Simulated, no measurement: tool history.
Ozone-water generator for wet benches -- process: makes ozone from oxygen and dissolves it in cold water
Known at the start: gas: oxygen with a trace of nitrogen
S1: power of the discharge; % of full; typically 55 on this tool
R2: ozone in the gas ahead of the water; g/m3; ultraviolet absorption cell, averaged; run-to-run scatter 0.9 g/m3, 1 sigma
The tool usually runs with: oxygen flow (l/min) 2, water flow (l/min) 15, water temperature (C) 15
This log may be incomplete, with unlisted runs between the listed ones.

Run 1, hour 0: usual settings. Result: dissolved ozone (ppm) 11.5, R2 144.7 g/m3.
Run 2, hour 109.1: usual settings but oxygen flow (l/min) 2.39. Result: dissolved ozone (ppm) 12.3, R2 133.7 g/m3.
Run 3, hour 159: usual settings but oxygen flow (l/min) 2.39. Result: dissolved ozone (ppm) 12.2, R2 133.9 g/m3.
Run 4, hour 248: usual settings but water temperature (C) 11. Result: dissolved ozone (ppm) 11.9, R2 142.9 g/m3.
Run 5, hour 352.9: usual settings but water temperature (C) 7. Result: dissolved ozone (ppm) 12.6, R2 143 g/m3.
Run 6, hour 443.3: usual settings but water temperature (C) 7. Result: dissolved ozone (ppm) 12.2, R2 142 g/m3.
Run 7, hour 546: usual settings but water temperature (C) 7. Result: dissolved ozone (ppm) 12.1, R2 144.1 g/m3.
Run 8, hour 600.4: usual settings but water temperature (C) 7. Result: dissolved ozone (ppm) 12.5, R2 144 g/m3.
Run 9, hour 664.4: usual settings but water temperature (C) 7. Result: dissolved ozone (ppm) 12.1, R2 142.9 g/m3.
Run 10, hour 748.7: usual settings but water temperature (C) 7. Result: dissolved ozone (ppm) 12.1, R2 142 g/m3.
Run 11, hour 826.6: usual settings but water temperature (C) 7. Result: dissolved ozone (ppm) 12.2, R2 141.4 g/m3.
Run 12, hour 889.8: usual settings but oxygen flow (l/min) 1.22, water temperature (C) 7. Result: dissolved ozone (ppm) 9.9, R2 172.1 g/m3.
Run 13, hour 984.9: usual settings but oxygen flow (l/min) 1.22, water temperature (C) 7. Result: dissolved ozone (ppm) 9.8, R2 172.9 g/m3.
Run 14, hour 1077.6: usual settings but oxygen flow (l/min) 1.22, water temperature (C) 7. Result: dissolved ozone (ppm) 9.9, R2 171 g/m3.
Run 15, hour 1153.1: usual settings but oxygen flow (l/min) 1.22, water temperature (C) 7. Result: dissolved ozone (ppm) 9.8, R2 170 g/m3.
Run 16, hour 1253.1: usual settings but oxygen flow (l/min) 1.22, water temperature (C) 7. Result: dissolved ozone (ppm) 9.9, R2 173.1 g/m3.

What does the tool deliver on the next run?
Run 17, hour 1317.4: usual settings but water flow (l/min) 20. Result: dissolved ozone (ppm) ?, R2 ?.

dissolved ozone (ppm): 8.2
R2: 141.2 g/m3
On a tool with no hidden condition, and with the same random variation, this run would have come out at dissolved ozone (ppm) 8.9, R2 149.1 g/m3.

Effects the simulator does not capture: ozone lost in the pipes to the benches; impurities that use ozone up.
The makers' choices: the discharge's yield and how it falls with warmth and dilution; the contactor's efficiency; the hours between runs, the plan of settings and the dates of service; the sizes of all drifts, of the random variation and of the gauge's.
